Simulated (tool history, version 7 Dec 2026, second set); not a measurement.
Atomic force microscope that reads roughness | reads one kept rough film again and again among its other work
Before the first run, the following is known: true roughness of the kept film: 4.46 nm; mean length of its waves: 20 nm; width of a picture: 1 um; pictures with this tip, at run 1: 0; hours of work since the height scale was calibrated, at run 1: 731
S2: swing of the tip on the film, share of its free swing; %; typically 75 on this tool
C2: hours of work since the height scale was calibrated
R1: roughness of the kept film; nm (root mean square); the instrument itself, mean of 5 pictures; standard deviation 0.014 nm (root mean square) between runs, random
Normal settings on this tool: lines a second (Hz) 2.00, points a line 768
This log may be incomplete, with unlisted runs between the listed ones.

run 1 hour=0.0 | lines_a_second_(Hz)=2.00 S2=75 points_a_line=768 | pictures_with_this_tip=0 C2=731 | R1=3.207
run 2 hour=47.9 | lines_a_second_(Hz)=1.58 S2=75 points_a_line=768 | pictures_with_this_tip=80 C2=764 | R1=2.848
run 3 hour=78.4 | lines_a_second_(Hz)=1.58 S2=75 points_a_line=768 | pictures_with_this_tip=131 C2=785 | R1=2.680
run 4 hour=128.6 | lines_a_second_(Hz)=1.58 S2=75 points_a_line=768 | pictures_with_this_tip=216 C2=819 | R1=2.365
run 5 hour=175.4 | lines_a_second_(Hz)=1.58 S2=75 points_a_line=683 | pictures_with_this_tip=294 C2=851 | R1=2.163
run 6 hour=205.5 | lines_a_second_(Hz)=1.58 S2=75 points_a_line=683 | pictures_with_this_tip=345 C2=871 | R1=2.058
-- hour=210.1 new tip fitted
run 7 hour=229.9 | lines_a_second_(Hz)=1.58 S2=75 points_a_line=681 | pictures_with_this_tip=34 C2=887 | R1=3.111
run 8 hour=278.9 | lines_a_second_(Hz)=2.00 S2=75 points_a_line=768 | pictures_with_this_tip=116 C2=921 | R1=2.713
run 9 hour=323.7 | lines_a_second_(Hz)=2.00 S2=75 points_a_line=626 | pictures_with_this_tip=191 C2=951 | R1=2.467
run 10 hour=379.0 | lines_a_second_(Hz)=2.00 S2=61 points_a_line=626 | pictures_with_this_tip=284 C2=989 | R1=2.279
-- hour=418.9 new tip fitted
run 11 hour=435.5 | lines_a_second_(Hz)=2.00 S2=61 points_a_line=626 | pictures_with_this_tip=28 C2=1027 | R1=3.184
run 12 hour=473.2 | lines_a_second_(Hz)=2.00 S2=75 points_a_line=445 | pictures_with_this_tip=91 C2=1052 | R1=2.751
run 13 hour=506.8 | lines_a_second_(Hz)=2.00 S2=75 points_a_line=445 | pictures_with_this_tip=147 C2=1075 | R1=2.565
run 14 hour=553.0 | lines_a_second_(Hz)=2.00 S2=75 points_a_line=445 | pictures_with_this_tip=225 C2=1107 | R1=2.347
run 15 hour=581.8 | lines_a_second_(Hz)=2.00 S2=75 points_a_line=768 | pictures_with_this_tip=273 C2=1126 | R1=2.239
run 16 hour=614.0 | lines_a_second_(Hz)=2.00 S2=75 points_a_line=768 | pictures_with_this_tip=327 C2=1148 | R1=2.104
-- hour=628.1 new tip fitted
run 17 hour=651.6 | lines_a_second_(Hz)=2.00 S2=75 points_a_line=768 | pictures_with_this_tip=39 C2=1173 | R1=3.082
run 18 hour=696.8 | lines_a_second_(Hz)=1.39 S2=82 points_a_line=687 | pictures_with_this_tip=115 C2=1204 | R1=2.739
run 19 hour=740.8 | lines_a_second_(Hz)=0.95 S2=74 points_a_line=365 | pictures_with_this_tip=189 C2=1234 | R1=2.506
run 20 hour=790.7 | lines_a_second_(Hz)=2.94 S2=64 points_a_line=728 | pictures_with_this_tip=273 C2=1268 | R1=2.262
run 21 hour=816.8 | lines_a_second_(Hz)=0.62 S2=78 points_a_line=424 | pictures_with_this_tip=317 C2=1286 | R1=2.181
-- hour=835.1 new tip fitted
run 22 hour=850.1 | lines_a_second_(Hz)=0.80 S2=78 points_a_line=424 | pictures_with_this_tip=25 C2=1308 | R1=3.169
run 23 hour=905.7 | lines_a_second_(Hz)=0.80 S2=56 points_a_line=837 | pictures_with_this_tip=119 C2=1346 | R1=2.822
run 24 hour=963.4 | lines_a_second_(Hz)=0.80 S2=56 points_a_line=837 | pictures_with_this_tip=216 C2=1385 | R1=2.495
run 25 hour=993.9 | lines_a_second_(Hz)=0.80 S2=56 points_a_line=837 | pictures_with_this_tip=267 C2=1406 | R1=2.358
run 26 hour=1031.7 | lines_a_second_(Hz)=0.83 S2=80 points_a_line=403 | pictures_with_this_tip=330 C2=1432 | R1=2.124
-- hour=1046.0 new tip fitted
run 27 hour=1087.7 | lines_a_second_(Hz)=0.83 S2=80 points_a_line=403 | pictures_with_this_tip=70 C2=1469 | R1=2.970
run 28 hour=1119.5 | lines_a_second_(Hz)=0.89 S2=72 points_a_line=403 | pictures_with_this_tip=124 C2=1491 | R1=2.768
run 29 hour=1146.2 | lines_a_second_(Hz)=2.09 S2=81 points_a_line=403 | pictures_with_this_tip=168 C2=1509 | R1=2.488
run 30 hour=1182.0 | lines_a_second_(Hz)=0.71 S2=75 points_a_line=768 | pictures_with_this_tip=228 C2=1534 | R1=2.459

Expected results for the next run?
run 31 hour=1231.4 | lines_a_second_(Hz)=0.71 S2=75 points_a_line=768 | pictures_with_this_tip=311 C2=1567 | R1=?

R1: 2.228 nm (root mean square)
The same run, on a tool lacking any hidden state, would have yielded R1 3.339 nm (root mean square).

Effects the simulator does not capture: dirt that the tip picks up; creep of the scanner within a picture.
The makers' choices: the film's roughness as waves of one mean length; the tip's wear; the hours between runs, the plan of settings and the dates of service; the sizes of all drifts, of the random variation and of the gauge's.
